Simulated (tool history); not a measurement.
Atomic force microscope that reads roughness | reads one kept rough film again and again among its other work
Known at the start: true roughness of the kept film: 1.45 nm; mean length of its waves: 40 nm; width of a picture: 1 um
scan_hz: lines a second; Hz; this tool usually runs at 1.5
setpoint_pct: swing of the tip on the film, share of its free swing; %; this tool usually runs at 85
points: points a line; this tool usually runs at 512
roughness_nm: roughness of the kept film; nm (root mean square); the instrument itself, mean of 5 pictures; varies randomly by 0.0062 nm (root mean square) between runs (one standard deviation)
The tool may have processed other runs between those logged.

run     day  scan_hz  setpoint_pct  points  roughness_nm
  1       0      1.5            85     512         1.118
  2   0.779      1.5            85     512         1.104
  3   1.671      1.5            77     512         1.231
  4   2.888      1.5            85     512         1.134
  5   4.617      1.5            85     512         1.104
  6   6.167      1.5            85     512          1.15
  7   7.917      1.5            85     512         1.126
  8   9.083     2.86            85     512         0.956
  9  10.154     2.86            85     512         1.004
 10      11     3.78            85     512          0.91
 11  11.954     3.78            85     512         0.887
 12  13.675      1.5            85     512         1.106
 13  14.412      1.5            85     512         1.162
 14  15.154      1.5            85     512         1.154
 15    15.9      1.5            57     512         1.334
 16  16.917     1.43            57    1013         1.296
 17  18.321     1.97            76     483         1.131
 18  19.742     1.97            76     483         1.178
 19  20.458     0.79            80     636          1.26
 20  21.417     0.79            56     334          1.32
 21  23.083     0.79            56     334         1.294
 22  24.492     0.98            85     512         1.215
 23  26.062     0.98            85     512         1.194
 24  26.792     0.75            62     403         1.311
 25  27.879     0.75            62     403         1.359
 26   28.85      1.5            76     343         1.214
 27  29.683     0.72            63    1018         1.326
 28  31.396     1.59            69     816         1.235
 29  33.025      1.5            85     614          1.15

Withheld: 8 entries from between the runs. Position of each, and hidden state at the listed run before versus the listed run after:
Run 2 -> run 3: new tip fitted (day 1.038)
  radius of the tip, nm: 19.8 -> 7.9; height scale over the true one, %: -0.36 -> -0.38
  measured less the result without the state, roughness_nm: -0.062 -> -0.017 nm (root mean square)
Run 5 -> run 6: new tip fitted (day 5.483)
  radius of the tip, nm: 19.3 -> 7.7; height scale over the true one, %: -0.45 -> -0.49
  measured less the result without the state, roughness_nm: -0.061 -> -0.017 nm (root mean square)
Run 8 -> run 9: new tip fitted (day 9.983)
  radius of the tip, nm: 18.7 -> 5.8; height scale over the true one, %: -0.56 -> -0.58
  measured less the result without the state, roughness_nm: -0.052 -> -0.009 nm (root mean square)
Run 12 -> run 13: new tip fitted (day 14.388)
  radius of the tip, nm: 18.8 -> 5.3; height scale over the true one, %: -0.66 -> -0.68
  measured less the result without the state, roughness_nm: -0.061 -> -0.009 nm (root mean square)
Run 17 -> run 18: new tip fitted (day 18.8)
  radius of the tip, nm: 20.6 -> 9.5; height scale over the true one, %: -0.77 -> -0.8
  measured less the result without the state, roughness_nm: -0.072 -> -0.029 nm (root mean square)
Run 21 -> run 22: new tip fitted (day 23.258)
  radius of the tip, nm: 21.8 -> 10.2; height scale over the true one, %: -0.88 -> -0.92
  measured less the result without the state, roughness_nm: -0.088 -> -0.034 nm (root mean square)
Run 24 -> run 25: new tip fitted (day 27.683)
  radius of the tip, nm: 18.6 -> 5.9; height scale over the true one, %: -0.97 -> -1
  measured less the result without the state, roughness_nm: -0.076 -> -0.019 nm (root mean square)
Run 28 -> run 29: new tip fitted (day 32.175)
  radius of the tip, nm: 19.7 -> 8; height scale over the true one, %: -1.08 -> -1.12
  measured less the result without the state, roughness_nm: -0.077 -> -0.025 nm (root mean square)
